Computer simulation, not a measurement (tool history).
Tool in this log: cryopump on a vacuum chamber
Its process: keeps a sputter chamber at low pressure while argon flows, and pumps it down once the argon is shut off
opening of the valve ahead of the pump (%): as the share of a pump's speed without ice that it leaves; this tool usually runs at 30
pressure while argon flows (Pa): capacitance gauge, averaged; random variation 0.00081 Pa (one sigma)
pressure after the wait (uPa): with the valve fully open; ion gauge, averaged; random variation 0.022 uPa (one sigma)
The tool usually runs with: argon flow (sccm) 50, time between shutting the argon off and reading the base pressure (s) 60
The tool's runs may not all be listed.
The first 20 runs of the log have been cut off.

run     day  argon flow (sccm)  time between shutting the argon off and reading the base pressure (s)  opening of the valve ahead of the pump (%)  pressure while argon flows (Pa)  pressure after the wait (uPa)
         48  -- pump warmed up, emptied and cooled again
 21  50.429                 59                                                                     60                                          30                           0.1901                           1.39
 22   53.25                 45                                                                    129                                          17                           0.2532                           1.16
 23  56.604                 22                                                                    151                                          30                            0.071                           1.17
 24  58.479                 36                                                                     27                                          54                           0.0658                           1.96
 25  59.992                 36                                                                     57                                          20                           0.1741                           1.58
 26   62.45                 36                                                                     57                                          20                            0.176                           1.62
 27  65.158                 36                                                                     57                                          20                           0.1757                           1.57
 28  68.008                 23                                                                     98                                          20                           0.1138                           1.47
 29  69.496                 32                                                                    186                                          60                           0.0563                           1.33
 30  70.988                 37                                                                     54                                          60                           0.0654                           1.71
 31   73.15                 37                                                                    208                                          36                           0.1053                           1.43
 32  75.529                 37                                                                    235                                          46                           0.0849                           1.47
 33  77.071                 50                                                                     65                                          30                           0.1714                           1.77
 34  78.688                 50                                                                     58                                          30                           0.1707                           1.81
 35  81.579                 34                                                                     21                                          30                           0.1166                           2.76

Each row is a separate what-if for the run after 35, all from the same tool condition, not one after another. Results?
     82.817  -- pump warmed up, emptied and cooled again
  A  84.792                 23                                                                     60                                          30                                ?                              ?
     82.817  -- pump warmed up, emptied and cooled again
  B  84.792                 45                                                                     32                                          29                                ?                              ?
     82.817  -- pump warmed up, emptied and cooled again
  C  84.792                 65                                                                     60                                          30                                ?                              ?

run  pressure while argon flows (Pa)  pressure after the wait (uPa)
  A                           0.0743                           1.67
  B                             0.15                           2.04
  C                           0.2083                            1.6
What these runs would have given with no unlogged condition in the tool:
run  pressure while argon flows (Pa)  pressure after the wait (uPa)
  A                           0.0737                           0.62
  B                           0.1489                           0.98
  C                           0.2066                           0.56
